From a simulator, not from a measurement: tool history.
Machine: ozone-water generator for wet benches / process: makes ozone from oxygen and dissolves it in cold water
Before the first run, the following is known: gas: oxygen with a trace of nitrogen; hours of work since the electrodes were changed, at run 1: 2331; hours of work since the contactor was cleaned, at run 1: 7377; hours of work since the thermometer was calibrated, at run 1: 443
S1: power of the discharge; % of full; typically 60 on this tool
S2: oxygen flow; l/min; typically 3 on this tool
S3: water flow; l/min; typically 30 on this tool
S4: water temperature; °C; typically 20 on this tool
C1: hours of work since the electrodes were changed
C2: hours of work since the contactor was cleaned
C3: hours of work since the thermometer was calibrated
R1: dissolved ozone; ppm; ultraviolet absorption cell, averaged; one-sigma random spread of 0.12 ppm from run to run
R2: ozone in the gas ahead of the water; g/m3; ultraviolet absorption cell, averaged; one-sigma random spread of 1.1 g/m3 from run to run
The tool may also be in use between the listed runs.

run 1 hour=0 | S1=60 S2=3 S3=30 S4=20 | C1=2331 C2=7377 C3=443 | R1=9.9 R2=204.2
run 2 hour=81.7 | S1=60 S2=3 S3=30 S4=20 | C1=2393 C2=7439 C3=505 | R1=10.3 R2=202.4
run 3 hour=149.3 | S1=60 S2=3 S3=31 S4=20 | C1=2445 C2=7491 C3=557 | R1=10 R2=205.4
run 4 hour=234.6 | S1=60 S2=3 S3=31 S4=20 | C1=2510 C2=7556 C3=622 | R1=9.8 R2=205.4
run 5 hour=307.6 | S1=60 S2=3 S3=31 S4=20 | C1=2566 C2=7612 C3=678 | R1=9.7 R2=205.2
run 6 hour=365.2 | S1=60 S2=3 S3=31 S4=20 | C1=2610 C2=7656 C3=722 | R1=9.7 R2=205.3
run 7 hour=426.9 | S1=60 S2=3 S3=30 S4=20 | C1=2657 C2=7703 C3=769 | R1=10.1 R2=204.2
run 8 hour=485.3 | S1=60 S2=3 S3=30 S4=20 | C1=2701 C2=7747 C3=813 | R1=10.1 R2=206.3
run 9 hour=537.8 | S1=41 S2=3 S3=30 S4=20 | C1=2741 C2=7787 C3=853 | R1=7.2 R2=145.2
run 10 hour=624.9 | S1=84 S2=3 S3=30 S4=20 | C1=2808 C2=7854 C3=920 | R1=13.8 R2=279.2
-- hour=726.3 contactor cleaned
run 11 hour=726.3 | S1=84 S2=3 S3=30 S4=20 | C1=2882 C2=0 C3=994 | R1=13.8 R2=278.8
run 12 hour=771.7 | S1=84 S2=3 S3=30 S4=20 | C1=2916 C2=35 C3=1029 | R1=13.7 R2=278.5
run 13 hour=847.7 | S1=60 S2=3 S3=30 S4=22 | C1=2974 C2=93 C3=1087 | R1=10.1 R2=203.2
run 14 hour=909.7 | S1=60 S2=2.44 S3=30 S4=22 | C1=3022 C2=140 C3=1134 | R1=9.3 R2=222.4
run 15 hour=1016.5 | S1=60 S2=2.44 S3=30 S4=22 | C1=3103 C2=221 C3=1215 | R1=9.1 R2=222.3
run 16 hour=1062.5 | S1=60 S2=2.44 S3=30 S4=22 | C1=3138 C2=256 C3=1250 | R1=9.2 R2=221.3
run 17 hour=1155.1 | S1=47 S2=2.44 S3=30 S4=22 | C1=3209 C2=327 C3=1321 | R1=7.2 R2=178.8
run 18 hour=1250.5 | S1=46 S2=3.39 S3=19 S4=23 | C1=3282 C2=400 C3=1394 | R1=12.7 R2=154.3
run 19 hour=1345.3 | S1=46 S2=3.39 S3=19 S4=23 | C1=3354 C2=472 C3=1466 | R1=12.7 R2=153.6
run 20 hour=1427.5 | S1=46 S2=3.39 S3=19 S4=23 | C1=3417 C2=535 C3=1529 | R1=12.6 R2=152
run 21 hour=1489.2 | S1=76 S2=3 S3=30 S4=20 | C1=3464 C2=582 C3=1576 | R1=12.4 R2=256.6
run 22 hour=1533.5 | S1=76 S2=3 S3=30 S4=21 | C1=3498 C2=616 C3=1610 | R1=12.6 R2=251.4
run 23 hour=1621.6 | S1=99 S2=3 S3=44 S4=20 | C1=3565 C2=683 C3=1677 | R1=10.4 R2=324
run 24 hour=1728.1 | S1=41 S2=3 S3=31 S4=20 | C1=3646 C2=764 C3=1758 | R1=6.9 R2=143.2
run 25 hour=1808.3 | S1=84 S2=1.52 S3=41 S4=13 | C1=3707 C2=825 C3=1819 | R1=7.1 R2=363.6
run 26 hour=1878.8 | S1=70 S2=3 S3=30 S4=15 | C1=3761 C2=879 C3=1873 | R1=12 R2=235.5
run 27 hour=1928.9 | S1=60 S2=3.78 S3=30 S4=15 | C1=3799 C2=917 C3=1911 | R1=11.4 R2=186.9
run 28 hour=2034 | S1=62 S2=3.07 S3=20 S4=13 | C1=3879 C2=997 C3=1991 | R1=17.8 R2=208.8
run 29 hour=2084.6 | S1=62 S2=5.15 S3=26 S4=19 | C1=3918 C2=1036 C3=2030 | R1=14.3 R2=172.6
run 30 hour=2164.4 | S1=62 S2=5.15 S3=26 S4=19 | C1=3979 C2=1097 C3=2091 | R1=14.6 R2=172.1
run 31 hour=2229.1 | S1=60 S2=2.39 S3=31 S4=12 | C1=4028 C2=1146 C3=2140 | R1=9.1 R2=222.9
run 32 hour=2284.3 | S1=60 S2=2.39 S3=42 S4=12 | C1=4070 C2=1188 C3=2182 | R1=6.4 R2=223.4
run 33 hour=2387.7 | S1=60 S2=4.47 S3=34 S4=21 | C1=4149 C2=1267 C3=2261 | R1=9.9 R2=173.3

Alternative continuations, all from the tool just after run 33; predict every row:
run A hour=2432 | S1=60 S2=5.15 S3=27 S4=15 | C1=4183 C2=1301 C3=2295 | R1=? R2=?
run B hour=2432 | S1=60 S2=4.47 S3=34 S4=15 | C1=4183 C2=1301 C3=2295 | R1=? R2=?
run C hour=2432 | S1=60 S2=2.73 S3=27 S4=14 | C1=4183 C2=1301 C3=2295 | R1=? R2=?
run D hour=2432 | S1=60 S2=3.48 S3=23 S4=12 | C1=4183 C2=1301 C3=2295 | R1=? R2=?

run=A R1=14.1 R2=167.5
run=B R1=10.5 R2=175.7
run=C R1=11.8 R2=212.3
run=D R1=15.4 R2=193.4
Take away the tool's hidden state, keep each run's random variation, and the runs would have read:
run=A R1=14.1 R2=167.6
run=B R1=10.5 R2=175.8
run=C R1=11.8 R2=212.4
run=D R1=15.4 R2=193.5

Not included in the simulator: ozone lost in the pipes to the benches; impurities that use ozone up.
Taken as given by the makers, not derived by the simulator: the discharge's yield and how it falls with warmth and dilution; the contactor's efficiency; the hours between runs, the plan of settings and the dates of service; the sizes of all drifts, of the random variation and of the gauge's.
